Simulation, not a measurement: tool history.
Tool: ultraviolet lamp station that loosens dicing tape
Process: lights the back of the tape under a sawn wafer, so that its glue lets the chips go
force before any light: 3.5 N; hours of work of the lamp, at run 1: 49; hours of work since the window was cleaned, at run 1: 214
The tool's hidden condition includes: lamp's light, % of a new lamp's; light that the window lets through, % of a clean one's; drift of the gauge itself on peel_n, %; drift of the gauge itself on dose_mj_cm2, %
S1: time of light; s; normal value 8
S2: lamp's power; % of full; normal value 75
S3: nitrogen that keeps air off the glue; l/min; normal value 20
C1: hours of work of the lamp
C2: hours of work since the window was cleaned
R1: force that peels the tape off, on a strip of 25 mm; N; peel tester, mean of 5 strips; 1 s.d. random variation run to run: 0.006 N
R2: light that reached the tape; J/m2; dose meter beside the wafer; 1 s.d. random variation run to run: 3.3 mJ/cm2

run 1 hour=0 | S1=8 S2=75 S3=20 | C1=49 C2=214 | R1=0.2 R2=5060
run 2 hour=38.4 | S1=8 S2=75 S3=20 | C1=70 C2=235 | R1=0.189 R2=4970
run 3 hour=86.1 | S1=8 S2=75 S3=20 | C1=97 C2=262 | R1=0.184 R2=4960
run 4 hour=132.9 | S1=8 S2=75 S3=20 | C1=123 C2=288 | R1=0.192 R2=4820
run 5 hour=170.2 | S1=8 S2=75 S3=20 | C1=143 C2=309 | R1=0.196 R2=4790
run 6 hour=231.3 | S1=6 S2=75 S3=20 | C1=177 C2=342 | R1=0.306 R2=3510
run 7 hour=298.9 | S1=6 S2=75 S3=20 | C1=215 C2=380 | R1=0.315 R2=3460
run 8 hour=342.3 | S1=6 S2=75 S3=20 | C1=239 C2=404 | R1=0.295 R2=3430
run 9 hour=402.4 | S1=6 S2=75 S3=20 | C1=272 C2=437 | R1=0.318 R2=3350
run 10 hour=470.5 | S1=6 S2=75 S3=20 | C1=310 C2=475 | R1=0.325 R2=3310
run 11 hour=533.2 | S1=6 S2=75 S3=20 | C1=345 C2=510 | R1=0.355 R2=3250
run 12 hour=577.5 | S1=6 S2=75 S3=10 | C1=369 C2=535 | R1=0.531 R2=3240
-- hour=618.6 window cleaned of glue's vapour
run 13 hour=640.8 | S1=8 S2=75 S3=35 | C1=404 C2=12 | R1=0.205 R2=3860
run 14 hour=691.7 | S1=8 S2=75 S3=12 | C1=433 C2=41 | R1=0.358 R2=3750
run 15 hour=752.7 | S1=6 S2=75 S3=20 | C1=466 C2=74 | R1=0.45 R2=2790
run 16 hour=800.6 | S1=6 S2=75 S3=20 | C1=493 C2=101 | R1=0.453 R2=2710
run 17 hour=839.7 | S1=8 S2=75 S3=21 | C1=515 C2=123 | R1=0.286 R2=3610
run 18 hour=889.9 | S1=8 S2=75 S3=21 | C1=543 C2=151 | R1=0.275 R2=3540
-- hour=908.7 window cleaned of glue's vapour, once more
run 19 hour=950.9 | S1=13 S2=75 S3=21 | C1=576 C2=23 | R1=0.129 R2=7520
run 20 hour=983.6 | S1=8 S2=62 S3=20 | C1=594 C2=42 | R1=0.252 R2=3800
run 21 hour=1020.6 | S1=8 S2=62 S3=20 | C1=615 C2=62 | R1=0.252 R2=3820
run 22 hour=1085.2 | S1=8 S2=62 S3=20 | C1=651 C2=98 | R1=0.274 R2=3720
run 23 hour=1132 | S1=11 S2=88 S3=24 | C1=677 C2=124 | R1=0.133 R2=7190
run 24 hour=1191.2 | S1=15 S2=75 S3=20 | C1=709 C2=157 | R1=0.133 R2=8180
run 25 hour=1228.7 | S1=15 S2=75 S3=20 | C1=730 C2=178 | R1=0.139 R2=8120
run 26 hour=1267.5 | S1=13 S2=75 S3=27 | C1=752 C2=199 | R1=0.143 R2=6950
run 27 hour=1326.4 | S1=13 S2=80 S3=27 | C1=785 C2=232 | R1=0.143 R2=7300
run 28 hour=1383.1 | S1=14 S2=60 S3=9 | C1=816 C2=263 | R1=0.215 R2=5790
run 29 hour=1414.9 | S1=5 S2=60 S3=9 | C1=834 C2=281 | R1=1.051 R2=2060
run 30 hour=1480.8 | S1=12 S2=72 S3=30 | C1=870 C2=317 | R1=0.151 R2=5780
run 31 hour=1517.5 | S1=6 S2=92 S3=11 | C1=891 C2=338 | R1=0.399 R2=3640
run 32 hour=1570.4 | S1=5 S2=88 S3=11 | C1=920 C2=367 | R1=0.584 R2=2870
run 33 hour=1604.8 | S1=6 S2=92 S3=35 | C1=939 C2=386 | R1=0.224 R2=3620
run 34 hour=1665.3 | S1=4 S2=66 S3=21 | C1=973 C2=420 | R1=0.883 R2=1690
run 35 hour=1703.6 | S1=10 S2=89 S3=20 | C1=994 C2=441 | R1=0.17 R2=5640
run 36 hour=1758.8 | S1=5 S2=89 S3=20 | C1=1024 C2=472 | R1=0.457 R2=2750
run 37 hour=1827.9 | S1=6 S2=68 S3=20 | C1=1063 C2=510 | R1=0.543 R2=2480
run 38 hour=1884.9 | S1=13 S2=61 S3=15 | C1=1094 C2=542 | R1=0.206 R2=4750
-- hour=1908.8 window cleaned of glue's vapour
run 39 hour=1956.5 | S1=13 S2=92 S3=15 | C1=1134 C2=26 | R1=0.148 R2=8150
run 40 hour=2020.9 | S1=13 S2=96 S3=20 | C1=1170 C2=62 | R1=0.142 R2=8330
run 41 hour=2050.7 | S1=13 S2=96 S3=20 | C1=1186 C2=79 | R1=0.148 R2=8230
run 42 hour=2117.5 | S1=8 S2=96 S3=10 | C1=1223 C2=116 | R1=0.273 R2=5010

Below are 5 alternative next runs, each starting from the tool's condition after run 42. Predict each:
run A hour=2161 | S1=8 S2=97 S3=20 | C1=1247 C2=140 | R1=? R2=?
run B hour=2161 | S1=15 S2=95 S3=20 | C1=1247 C2=140 | R1=? R2=?
run C hour=2161 | S1=8 S2=100 S3=20 | C1=1247 C2=140 | R1=? R2=?
run D hour=2161 | S1=16 S2=75 S3=14 | C1=1247 C2=140 | R1=? R2=?
run E hour=2161 | S1=5 S2=61 S3=32 | C1=1247 C2=140 | R1=? R2=?

run=A R1=0.189 R2=4980
run=B R1=0.148 R2=9170
run=C R1=0.176 R2=5140
run=D R1=0.141 R2=7640
run=E R1=0.634 R2=1940
With the hidden condition removed and each run's random variation left untouched, the same runs would have given:
run=A R1=0.151 R2=6950
run=B R1=0.147 R2=12780
run=C R1=0.142 R2=7170
run=D R1=0.132 R2=10650
run=E R1=0.371 R2=2710
